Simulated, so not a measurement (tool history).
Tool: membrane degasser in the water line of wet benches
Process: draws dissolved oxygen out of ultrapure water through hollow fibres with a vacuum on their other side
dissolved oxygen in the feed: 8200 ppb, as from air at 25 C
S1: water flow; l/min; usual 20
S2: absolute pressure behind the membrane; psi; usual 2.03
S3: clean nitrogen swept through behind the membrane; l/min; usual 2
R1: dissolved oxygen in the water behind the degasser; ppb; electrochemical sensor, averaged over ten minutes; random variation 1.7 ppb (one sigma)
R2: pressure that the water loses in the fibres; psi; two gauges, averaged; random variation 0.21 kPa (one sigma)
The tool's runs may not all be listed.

| run | hour | S1 | S2 | S3 | R1 | R2 |
|---|---|---|---|---|---|---|
| 1 | 0 | 20 | 2.03 | 2 | 256.6 | 7.295 |
| 2 | 44.9 | 26 | 2.03 | 2 | 327.9 | 9.393 |
| 3 | 122.6 | 26 | 2.03 | 2 | 325.4 | 9.43 |
| 4 | 179.6 | 26 | 2.03 | 2 | 330.7 | 9.478 |
| 5 | 256.4 | 20 | 2.03 | 1.06 | 442.1 | 7.277 |
| 6 | 306.7 | 20 | 2.03 | 1.06 | 438.5 | 7.253 |
| 7 | 392.1 | 20 | 2.03 | 1.06 | 442.7 | 7.266 |
| 8 | 462.5 | 20 | 2.03 | 1.06 | 444.5 | 7.248 |
| 9 | 553.6 | 20 | 2.03 | 4.81 | 117.4 | 7.233 |
| 10 | 641 | 20 | 2.03 | 4.81 | 115.2 | 7.258 |
| 11 | 713.5 | 20 | 2.1 | 2 | 265.5 | 7.239 |
| 12 | 778.8 | 20 | 2.1 | 2 | 262.6 | 7.242 |
| 13 | 879.7 | 20 | 2.1 | 2 | 266.6 | 7.258 |
| 14 | 939.4 | 20 | 2.1 | 2 | 269.2 | 7.201 |
| 15 | 1004.5 | 20 | 2.1 | 2 | 266.6 | 7.21 |
| 16 | 1049.1 | 18 | 2.1 | 2 | 238.4 | 6.49 |
| 17 | 1097.9 | 29 | 4.22 | 2.5 | 673.9 | 10.451 |
| 18 | 1142.7 | 29 | 1.68 | 1.74 | 321.1 | 10.311 |
| 19 | 1213.4 | 14 | 4.24 | 1.21 | 658.6 | 5.031 |
| 20 | 1261.3 | 30 | 2.93 | 1.34 | 784.4 | 10.8 |
| 21 | 1344.8 | 32 | 1.25 | 3.32 | 140.5 | 11.529 |
| 22 | 1441.9 | 32 | 4.1 | 2.99 | 600.8 | 11.52 |
| 23 | 1539 | 13 | 2.03 | 2 | 168.2 | 4.628 |
| 24 | 1621.8 | 20 | 2.28 | 3.17 | 194.3 | 7.178 |
| 25 | 1673.8 | 20 | 2.9 | 2.1 | 370.3 | 7.153 |
| 26 | 1771.6 | 25 | 4.73 | 2.1 | 758.5 | 8.946 |
| 27 | 1854.4 | 16 | 4.73 | 2.1 | 516.2 | 5.709 |
| 28 | 1935.1 | 16 | 4.73 | 5.82 | 199.2 | 5.7 |
| 29 | 1991.8 | 16 | 2.03 | 1.33 | 299.8 | 5.733 |
| 30 | 2093.5 | 32 | 2.03 | 1.33 | 553.3 | 11.452 |
| 31 | 2137.6 | 32 | 4.8 | 1.55 | 1215.4 | 11.304 |
| 32 | 2214.6 | 20 | 1.26 | 5 | 61.5 | 7.065 |

4 ways to go on from here, each from the tool as it stands after run 32. What would each give?
|  | 2308 | gauge calibrated |
| A | 2312.8 | 14 | 2.49 | 1.75 | ? | ? |
|  | 2308 | gauge calibrated |
| B | 2312.8 | 20 | 1.26 | 1.14 | ? | ? |
|  | 2308 | gauge calibrated |
| C | 2312.8 | 23 | 2.03 | 4.21 | ? | ? |
|  | 2308 | gauge calibrated |
| D | 2312.8 | 20 | 1.26 | 5 | ? | ? |

| run | R1 | R2 |
|---|---|---|
| A | 265.4 | 5.091 |
| B | 220.8 | 7.33 |
| C | 151.3 | 8.398 |
| D | 61.2 | 7.306 |
Without the tool's hidden state the same runs would have given:
| run | R1 | R2 |
|---|---|---|
| A | 265.3 | 5.091 |
| B | 220.6 | 7.329 |
| C | 151.2 | 8.396 |
| D | 61.1 | 7.304 |

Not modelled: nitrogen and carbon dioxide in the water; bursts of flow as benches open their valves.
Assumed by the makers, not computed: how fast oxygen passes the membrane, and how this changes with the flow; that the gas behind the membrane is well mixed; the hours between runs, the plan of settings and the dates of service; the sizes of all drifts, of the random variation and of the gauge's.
